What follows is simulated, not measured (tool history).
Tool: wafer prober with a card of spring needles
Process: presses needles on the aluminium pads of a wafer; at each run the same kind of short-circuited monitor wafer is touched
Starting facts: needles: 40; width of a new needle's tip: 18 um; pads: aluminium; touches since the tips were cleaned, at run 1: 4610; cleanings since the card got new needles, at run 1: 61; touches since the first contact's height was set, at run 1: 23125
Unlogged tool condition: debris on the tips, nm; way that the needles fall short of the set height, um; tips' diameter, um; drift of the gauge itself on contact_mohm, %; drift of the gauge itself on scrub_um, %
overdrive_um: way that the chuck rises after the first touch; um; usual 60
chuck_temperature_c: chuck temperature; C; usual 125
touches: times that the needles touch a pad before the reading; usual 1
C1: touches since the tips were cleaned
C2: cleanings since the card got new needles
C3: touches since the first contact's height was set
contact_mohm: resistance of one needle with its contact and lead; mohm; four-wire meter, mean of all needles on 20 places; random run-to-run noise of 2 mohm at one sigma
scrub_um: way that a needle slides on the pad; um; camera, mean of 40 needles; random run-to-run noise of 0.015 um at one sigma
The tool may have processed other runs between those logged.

Run 1, hour 0.0: usual settings; C1 4610; C2 61; C3 23125. Result: contact_mohm 213 mohm, scrub_um 8.04 um.
At hour 3.5: tips cleaned on abrasive film.
Run 2, hour 14.0: usual settings; C1 4124; C2 62; C3 28586. Result: contact_mohm 215 mohm, scrub_um 8.00 um.
At hour 18.9: tips cleaned on abrasive film.
Run 3, hour 30.5: usual settings; C1 4528; C2 63; C3 35021. Result: contact_mohm 217 mohm, scrub_um 8.05 um.
At hour 34.7: tips cleaned on abrasive film.
Run 4, hour 45.1: usual settings; C1 4071; C2 64; C3 40735. Result: contact_mohm 213 mohm, scrub_um 8.00 um.
At hour 49.9: tips cleaned on abrasive film.
Run 5, hour 62.7: usual settings but touches 2; C1 5063; C2 65; C3 47633. Result: contact_mohm 215 mohm, scrub_um 8.01 um.
At hour 65.6: tips cleaned on abrasive film.
Run 6, hour 75.3: usual settings but touches 2; C1 3805; C2 66; C3 52521. Result: contact_mohm 212 mohm, scrub_um 8.01 um.
At hour 80.4: tips cleaned on abrasive film.
Run 7, hour 90.4: usual settings but touches 2; C1 3961; C2 67; C3 58435. Result: contact_mohm 212 mohm, scrub_um 8.01 um.
At hour 96.6: tips cleaned on abrasive film.
At hour 96.9: height of the first contact set anew.
At hour 113.5: tips cleaned on abrasive film.
Run 8, hour 114.3: usual settings but touches 2; C1 331; C2 69; C3 6809. Result: contact_mohm 212 mohm, scrub_um 8.03 um.
At hour 129.0: tips cleaned on abrasive film.
Run 9, hour 130.3: usual settings but touches 2; C1 519; C2 70; C3 13046. Result: contact_mohm 209 mohm, scrub_um 8.03 um.
At hour 145.1: tips cleaned on abrasive film.
Run 10, hour 147.1: usual settings but touches 2; C1 807; C2 71; C3 19632. Result: contact_mohm 215 mohm, scrub_um 8.02 um.
At hour 160.2: tips cleaned on abrasive film.
Run 11, hour 164.0: usual settings but touches 2; C1 1490; C2 72; C3 26217. Result: contact_mohm 213 mohm, scrub_um 8.01 um.
At hour 175.0: tips cleaned on abrasive film.
Run 12, hour 175.1: usual settings; C1 20; C2 73; C3 30547. Result: contact_mohm 213 mohm, scrub_um 8.03 um.
At hour 189.9: tips cleaned on abrasive film.
Run 13, hour 200.7: usual settings but touches 3; C1 4237; C2 74; C3 40562. Result: contact_mohm 209 mohm, scrub_um 8.01 um.
At hour 205.2: tips cleaned on abrasive film.
At hour 219.9: tips cleaned on abrasive film.
Run 14, hour 221.2: usual settings but touches 3; C1 513; C2 76; C3 48533. Result: contact_mohm 213 mohm, scrub_um 8.02 um.
Run 15, hour 232.4: usual settings but touches 3; C1 4950; C2 76; C3 52970. Result: contact_mohm 216 mohm, scrub_um 8.04 um.
At hour 235.4: tips cleaned on abrasive film.
Run 16, hour 249.3: usual settings but overdrive_um 55 um, chuck_temperature_c 58 C; C1 5466; C2 77; C3 59575. Result: contact_mohm 199 mohm, scrub_um 7.34 um.
At hour 251.7: tips cleaned on abrasive film.
At hour 253.1: height of the first contact set anew.
At hour 268.1: tips cleaned on abrasive film.
Run 17, hour 273.6: usual settings but overdrive_um 55 um, chuck_temperature_c 58 C; C1 2171; C2 79; C3 8025. Result: contact_mohm 201 mohm, scrub_um 7.33 um.
At hour 283.2: tips cleaned on abrasive film.
Run 18, hour 293.0: usual settings but overdrive_um 55 um, chuck_temperature_c 58 C; C1 3854; C2 80; C3 15603. Result: contact_mohm 198 mohm, scrub_um 7.33 um.
At hour 297.8: tips cleaned on abrasive film.
Run 19, hour 311.2: usual settings but overdrive_um 65 um, chuck_temperature_c 58 C; C1 5255; C2 81; C3 22722. Result: contact_mohm 196 mohm, scrub_um 8.71 um.
At hour 312.9: tips cleaned on abrasive film.
At hour 328.6: tips cleaned on abrasive film.
Run 20, hour 330.1: usual settings but overdrive_um 65 um, chuck_temperature_c 60 C; C1 592; C2 83; C3 30072. Result: contact_mohm 194 mohm, scrub_um 8.70 um.
Run 21, hour 342.1: usual settings but overdrive_um 65 um, chuck_temperature_c 60 C; C1 5311; C2 83; C3 34791. Result: contact_mohm 196 mohm, scrub_um 8.70 um.
At hour 343.6: tips cleaned on abrasive film.
At hour 359.0: tips cleaned on abrasive film.
Run 22, hour 364.8: usual settings but overdrive_um 59 um, chuck_temperature_c 60 C; C1 2280; C2 85; C3 43646. Result: contact_mohm 202 mohm, scrub_um 7.87 um.
At hour 374.5: tips cleaned on abrasive film.
Run 23, hour 387.0: usual settings but overdrive_um 59 um, chuck_temperature_c 65 C, touches 3; C1 4936; C2 86; C3 52324. Result: contact_mohm 198 mohm, scrub_um 7.89 um.
At hour 389.9: tips cleaned on abrasive film.
At hour 406.2: tips cleaned on abrasive film.
At hour 410.8: height of the first contact set anew.
Run 24, hour 413.0: usual settings but chuck_temperature_c 34 C; C1 2526; C2 88; C3 836. Result: contact_mohm 192 mohm, scrub_um 7.99 um.

4 ways to go on from here, each from the tool as it stands after run 24. What would each give?
At hour 422.1: tips cleaned on abrasive film.
Run A, hour 426.7: usual settings but chuck_temperature_c 45 C; C1 1788; C2 89; C3 6187. Result: contact_mohm ?, scrub_um ?.
At hour 422.1: tips cleaned on abrasive film.
Run B, hour 426.7: usual settings but chuck_temperature_c 48 C, touches 3; C1 1788; C2 89; C3 6187. Result: contact_mohm ?, scrub_um ?.
At hour 422.1: tips cleaned on abrasive film.
Run C, hour 426.7: usual settings but chuck_temperature_c 30 C, touches 3; C1 1788; C2 89; C3 6187. Result: contact_mohm ?, scrub_um ?.
At hour 422.1: tips cleaned on abrasive film.
Run D, hour 426.7: usual settings but overdrive_um 67 um, chuck_temperature_c 55 C, touches 3; C1 1788; C2 89; C3 6187. Result: contact_mohm ?, scrub_um ?.

run  contact_mohm  scrub_um
  A           195      8.00
  B           198      8.04
  C           191      8.03
  D           192      8.95
With no hidden state in the tool, these same runs would have given:
run  contact_mohm  scrub_um
  A           195      8.00
  B           198      8.04
  C           191      8.03
  D           192      8.95
